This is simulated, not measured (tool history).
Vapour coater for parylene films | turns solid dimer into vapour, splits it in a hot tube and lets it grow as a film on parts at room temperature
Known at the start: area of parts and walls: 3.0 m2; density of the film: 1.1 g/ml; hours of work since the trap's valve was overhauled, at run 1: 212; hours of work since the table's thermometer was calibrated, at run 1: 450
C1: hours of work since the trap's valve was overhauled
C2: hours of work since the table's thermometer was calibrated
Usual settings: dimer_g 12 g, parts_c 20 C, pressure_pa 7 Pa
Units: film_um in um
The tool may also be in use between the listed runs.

{"run": 1, "day": 0.0, "dimer_g": 12, "parts_c": 20, "pressure_pa": 7, "C1": 212, "C2": 450, "film_um": 2.47}
{"run": 2, "day": 1.525, "dimer_g": 12, "parts_c": 20, "pressure_pa": 7, "C1": 243, "C2": 481, "film_um": 2.51}
{"run": 3, "day": 3.204, "dimer_g": 12, "parts_c": 20, "pressure_pa": 7, "C1": 277, "C2": 515, "film_um": 2.54}
{"run": 4, "day": 4.875, "dimer_g": 12, "parts_c": 20, "pressure_pa": 7, "C1": 310, "C2": 549, "film_um": 2.48}
{"run": 5, "day": 6.971, "dimer_g": 12, "parts_c": 20, "pressure_pa": 3.09, "C1": 353, "C2": 591, "film_um": 2.65}
{"run": 6, "day": 9.742, "dimer_g": 12, "parts_c": 20, "pressure_pa": 3.09, "C1": 409, "C2": 647, "film_um": 2.65}
{"run": 7, "day": 12.525, "dimer_g": 12, "parts_c": 20, "pressure_pa": 4.92, "C1": 465, "C2": 703, "film_um": 2.53}
{"run": 8, "day": 15.679, "dimer_g": 12, "parts_c": 20, "pressure_pa": 4.92, "C1": 529, "C2": 767, "film_um": 2.51}
{"run": 9, "day": 18.529, "dimer_g": 12, "parts_c": 20, "pressure_pa": 8.7, "C1": 586, "C2": 824, "film_um": 2.34}
{"run": 10, "day": 20.571, "dimer_g": 12, "parts_c": 20, "pressure_pa": 8.7, "C1": 627, "C2": 866, "film_um": 2.32}
{"run": 11, "day": 21.979, "dimer_g": 12, "parts_c": 20, "pressure_pa": 8.7, "C1": 656, "C2": 894, "film_um": 2.35}
{"day": 23.971, "done": "trap's valve overhauled"}
{"run": 12, "day": 25.008, "dimer_g": 10, "parts_c": 20, "pressure_pa": 8.7, "C1": 21, "C2": 952, "film_um": 2.03}
{"day": 25.271, "done": "table's thermometer calibrated"}
{"run": 13, "day": 27.229, "dimer_g": 10, "parts_c": 20, "pressure_pa": 8.7, "C1": 65, "C2": 40, "film_um": 1.99}
{"run": 14, "day": 30.233, "dimer_g": 10, "parts_c": 20, "pressure_pa": 8.7, "C1": 126, "C2": 100, "film_um": 1.96}
{"run": 15, "day": 32.079, "dimer_g": 12, "parts_c": 20, "pressure_pa": 7, "C1": 163, "C2": 137, "film_um": 2.36}
{"day": 32.617, "done": "table's thermometer calibrated, once more"}
{"run": 16, "day": 34.242, "dimer_g": 12, "parts_c": 24, "pressure_pa": 7, "C1": 206, "C2": 33, "film_um": 2.25}
{"run": 17, "day": 36.212, "dimer_g": 12, "parts_c": 24, "pressure_pa": 7, "C1": 246, "C2": 73, "film_um": 2.22}
{"run": 18, "day": 39.204, "dimer_g": 12, "parts_c": 24, "pressure_pa": 7, "C1": 306, "C2": 133, "film_um": 2.2}
{"run": 19, "day": 41.758, "dimer_g": 10, "parts_c": 20, "pressure_pa": 2.69, "C1": 358, "C2": 185, "film_um": 2.31}
{"run": 20, "day": 44.033, "dimer_g": 10, "parts_c": 20, "pressure_pa": 2.69, "C1": 404, "C2": 231, "film_um": 2.32}
{"run": 21, "day": 47.2, "dimer_g": 10, "parts_c": 20, "pressure_pa": 2.69, "C1": 467, "C2": 295, "film_um": 2.31}
{"run": 22, "day": 49.833, "dimer_g": 10, "parts_c": 20, "pressure_pa": 2.69, "C1": 521, "C2": 348, "film_um": 2.26}
{"run": 23, "day": 51.3, "dimer_g": 10, "parts_c": 32, "pressure_pa": 3.67, "C1": 550, "C2": 377, "film_um": 1.39}

The next listed run, before its measurement:
{"run": 24, "day": 54.596, "dimer_g": 10, "parts_c": 32, "pressure_pa": 3.67, "C1": 617, "C2": 444, "film_um": "?"}

{"run 24": {"film_um": 1.39}}
Without the tool's hidden state the same run would have given film_um 1.48 um.

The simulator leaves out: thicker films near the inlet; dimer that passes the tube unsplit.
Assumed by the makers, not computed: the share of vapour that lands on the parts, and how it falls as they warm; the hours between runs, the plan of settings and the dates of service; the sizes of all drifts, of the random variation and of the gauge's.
